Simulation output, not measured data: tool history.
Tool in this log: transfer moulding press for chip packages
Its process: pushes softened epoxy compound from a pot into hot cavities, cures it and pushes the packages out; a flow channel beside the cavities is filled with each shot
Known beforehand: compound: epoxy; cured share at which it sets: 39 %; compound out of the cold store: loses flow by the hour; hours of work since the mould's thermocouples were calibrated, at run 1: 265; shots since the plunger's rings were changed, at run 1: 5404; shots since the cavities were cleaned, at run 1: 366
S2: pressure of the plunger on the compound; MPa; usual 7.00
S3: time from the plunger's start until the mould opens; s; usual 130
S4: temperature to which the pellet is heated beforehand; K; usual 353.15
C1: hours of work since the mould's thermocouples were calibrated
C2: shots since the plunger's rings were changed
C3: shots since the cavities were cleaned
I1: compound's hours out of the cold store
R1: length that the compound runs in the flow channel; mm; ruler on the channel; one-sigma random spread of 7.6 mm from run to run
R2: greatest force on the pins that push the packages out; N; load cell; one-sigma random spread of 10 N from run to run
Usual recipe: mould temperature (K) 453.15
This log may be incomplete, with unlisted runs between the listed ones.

Run 1, hour 0.0: usual settings; C1 265; C2 5404; C3 366; I1 31.8. Result: R1 834 mm, R2 464 N.
Run 2, hour 39.1: usual settings but S2 7.57 MPa; C1 284; C2 5700; C3 662; I1 35.8. Result: R1 857 mm, R2 461 N.
At hour 97.9: cavities cleaned with cleaning compound and waxed.
Run 3, hour 112.1: usual settings; C1 318; C2 6241; C3 107; I1 26.1. Result: R1 869 mm, R2 456 N.
At hour 138.3: plunger's sealing rings changed.
Run 4, hour 175.7: usual settings but mould temperature (K) 457.15; C1 347; C2 283; C3 569; I1 41.4. Result: R1 795 mm, R2 403 N.
Run 5, hour 234.4: usual settings but mould temperature (K) 457.15; C1 376; C2 728; C3 1014; I1 33.2. Result: R1 821 mm, R2 431 N.
At hour 240.0: cavities cleaned with cleaning compound and waxed.
Run 6, hour 327.6: usual settings but mould temperature (K) 457.15; C1 420; C2 1421; C3 662; I1 40.9. Result: R1 780 mm, R2 409 N.
At hour 382.0: cavities cleaned with cleaning compound and waxed.
Run 7, hour 424.0: usual settings but mould temperature (K) 457.15; C1 465; C2 2139; C3 318; I1 14.7. Result: R1 884 mm, R2 424 N.
Run 8, hour 476.3: usual settings but mould temperature (K) 457.15; C1 490; C2 2535; C3 714; I1 27.5. Result: R1 824 mm, R2 423 N.
At hour 521.4: cavities cleaned with cleaning compound and waxed.
Run 9, hour 563.6: usual settings but mould temperature (K) 457.15; C1 531; C2 3184; C3 320; I1 13.0. Result: R1 899 mm, R2 417 N.
Run 10, hour 653.7: usual settings but S3 140 s; C1 574; C2 3865; C3 1001; I1 40.4. Result: R1 820 mm, R2 427 N.
At hour 664.1: cavities cleaned with cleaning compound and waxed.
Run 11, hour 748.5: usual settings but S3 140 s; C1 619; C2 4572; C3 639; I1 20.3. Result: R1 883 mm, R2 425 N.
At hour 807.5: cavities cleaned with cleaning compound and waxed.
Run 12, hour 836.7: usual settings; C1 661; C2 5228; C3 222; I1 37.5. Result: R1 814 mm, R2 451 N.
Run 13, hour 878.9: usual settings but S4 344.15 K; C1 681; C2 5547; C3 541; I1 13.6. Result: R1 908 mm, R2 480 N.
At hour 947.4: cavities cleaned with cleaning compound and waxed.
Run 14, hour 973.3: usual settings but S4 344.15 K; C1 726; C2 6250; C3 196; I1 31.7. Result: R1 844 mm, R2 477 N.
At hour 995.0: plunger's sealing rings changed.
Run 15, hour 1035.4: usual settings but mould temperature (K) 461.15, S2 7.89 MPa, S3 157 s, S4 349.15 K; C1 754; C2 307; C3 647; I1 13.5. Result: R1 925 mm, R2 383 N.
At hour 1091.3: cavities cleaned with cleaning compound and waxed.
Run 16, hour 1118.6: usual settings but mould temperature (K) 461.15, S2 7.89 MPa, S3 157 s, S4 349.15 K; C1 793; C2 925; C3 207; I1 28.9. Result: R1 872 mm, R2 396 N.
Run 17, hour 1190.6: usual settings but mould temperature (K) 449.15, S2 7.89 MPa, S3 157 s, S4 361.15 K; C1 828; C2 1469; C3 751; I1 37.5. Result: R1 902 mm, R2 429 N.
At hour 1234.1: cavities cleaned with cleaning compound and waxed.
Run 18, hour 1246.3: usual settings but mould temperature (K) 449.15, S2 7.89 MPa, S3 157 s, S4 361.15 K; C1 854; C2 1879; C3 92; I1 43.5. Result: R1 868 mm, R2 415 N.
Run 19, hour 1289.5: usual settings but mould temperature (K) 449.15, S2 7.89 MPa, S3 157 s, S4 361.15 K; C1 875; C2 2206; C3 419; I1 21.0. Result: R1 934 mm, R2 440 N.
At hour 1330.3: mould's thermocouples calibrated.
Run 20, hour 1353.2: usual settings but mould temperature (K) 458.15, S2 6.53 MPa, S3 125 s, S4 352.15 K; C1 11; C2 2673; C3 886; I1 45.2. Result: R1 754 mm, R2 410 N.
At hour 1376.1: cavities cleaned with cleaning compound and waxed.
Run 21, hour 1444.7: usual settings but mould temperature (K) 458.15, S2 6.53 MPa, S3 125 s, S4 352.15 K; C1 54; C2 3354; C3 519; I1 17.5. Result: R1 827 mm, R2 416 N.
Run 22, hour 1503.9: usual settings but mould temperature (K) 448.15; C1 82; C2 3802; C3 967; I1 9.3. Result: R1 939 mm, R2 624 N.
At hour 1517.4: cavities cleaned with cleaning compound and waxed.
Run 23, hour 1551.8: usual settings but mould temperature (K) 460.15, S2 7.74 MPa; C1 105; C2 4153; C3 261; I1 27.2. Result: R1 875 mm, R2 410 N.
Run 24, hour 1598.8: usual settings but mould temperature (K) 451.15, S3 121 s, S4 351.15 K; C1 127; C2 4508; C3 616; I1 12.9. Result: R1 902 mm, R2 594 N.
At hour 1658.2: cavities cleaned with cleaning compound and waxed.
Run 25, hour 1692.6: usual settings but mould temperature (K) 451.15, S3 134 s, S4 348.15 K; C1 172; C2 5206; C3 259; I1 8.1. Result: R1 931 mm, R2 508 N.
Run 26, hour 1764.7: usual settings but mould temperature (K) 458.15, S3 167 s, S4 357.15 K; C1 206; C2 5752; C3 805; I1 17.2. Result: R1 872 mm, R2 394 N.

Consider 5 possible next runs. They are alternatives, not a sequence: every one starts from the tool as it was left by run 26. What does each give?
At hour 1800.4: cavities cleaned with cleaning compound and waxed.
Run A, hour 1833.9: usual settings but S2 7.95 MPa, S3 126 s; C1 239; C2 6264; C3 253; I1 45.8. Result: R1 ?, R2 ?.
At hour 1800.4: cavities cleaned with cleaning compound and waxed.
Run B, hour 1833.9: usual settings but S3 128 s, S4 363.15 K; C1 239; C2 6264; C3 253; I1 43.5. Result: R1 ?, R2 ?.
At hour 1800.4: cavities cleaned with cleaning compound and waxed.
Run C, hour 1833.9: usual settings but mould temperature (K) 445.15, S2 8.55 MPa, S3 121 s, S4 357.15 K; C1 239; C2 6264; C3 253; I1 12.5. Result: R1 ?, R2 ?.
At hour 1800.4: cavities cleaned with cleaning compound and waxed.
Run D, hour 1833.9: usual settings but mould temperature (K) 449.15, S3 129 s, S4 357.15 K; C1 239; C2 6264; C3 253; I1 24.4. Result: R1 ?, R2 ?.
At hour 1800.4: cavities cleaned with cleaning compound and waxed.
Run E, hour 1833.9: usual settings but mould temperature (K) 460.15, S3 167 s, S4 357.15 K; C1 239; C2 6264; C3 253; I1 13.4. Result: R1 ?, R2 ?.

run    R1   R2
  A   850  474
  B   795  462
  C  1043  931
  D   882  582
  E   876  398
Take away the tool's hidden state, keep each run's random variation, and the runs would have read:
run    R1   R2
  A   852  469
  B   796  458
  C  1045  922
  D   884  577
  E   877  394
